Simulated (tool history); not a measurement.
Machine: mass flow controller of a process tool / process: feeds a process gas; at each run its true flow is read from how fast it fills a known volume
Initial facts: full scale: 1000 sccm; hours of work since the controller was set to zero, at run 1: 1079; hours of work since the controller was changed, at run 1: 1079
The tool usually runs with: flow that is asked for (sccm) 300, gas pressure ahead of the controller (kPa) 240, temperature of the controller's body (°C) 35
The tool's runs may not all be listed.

run,hour,flow that is asked for (sccm),gas pressure ahead of the controller (kPa),temperature of the controller's body (°C),hours of work since the controller was set to zero,hours of work since the controller was changed,true flow (%)
1,0,300,240,35,1079,1079,98.28
2,73.7,300,240,35,1134,1134,98.41
3,131.4,300,240,35,1176,1176,98.36
4,180.5,300,240,26,1212,1212,98.9
5,232.4,300,240,35,1250,1250,98.26
6,319,300,240,32,1314,1314,98.71
7,389.6,300,240,32,1365,1365,98.63
8,453,300,240,35,1412,1412,98.38
9,498.9,300,181,35,1446,1446,98.74
10,557.4,300,240,34,1489,1489,98.5
11,632.1,300,240,26,1543,1543,99.13
12,723.6,300,240,26,1611,1611,99.1
13,790.7,300,240,39,1660,1660,98.34
14,845.8,408,239,35,1700,1700,98.86
15,884.1,215,158,29,1728,1728,99.26
16,926.5,215,158,29,1760,1760,99.27
17,969.3,215,144,21,1791,1791,99.83
18,1052.7,215,144,21,1852,1852,99.65
19,1096.9,217,173,28,1885,1885,99.14
20,1164.3,300,256,35,1934,1934,98.56
21,1225.6,300,256,35,1979,1979,98.64
22,1295.5,300,256,35,2030,2030,98.61

Run 23 is up next; what results do you expect?
23,1354.3,406,279,30,2074,2074,?

{"run 23": {"true flow (%)": 99.03}}
Minus the tool's unlogged condition, the same run would have read true flow (%) 98.26.

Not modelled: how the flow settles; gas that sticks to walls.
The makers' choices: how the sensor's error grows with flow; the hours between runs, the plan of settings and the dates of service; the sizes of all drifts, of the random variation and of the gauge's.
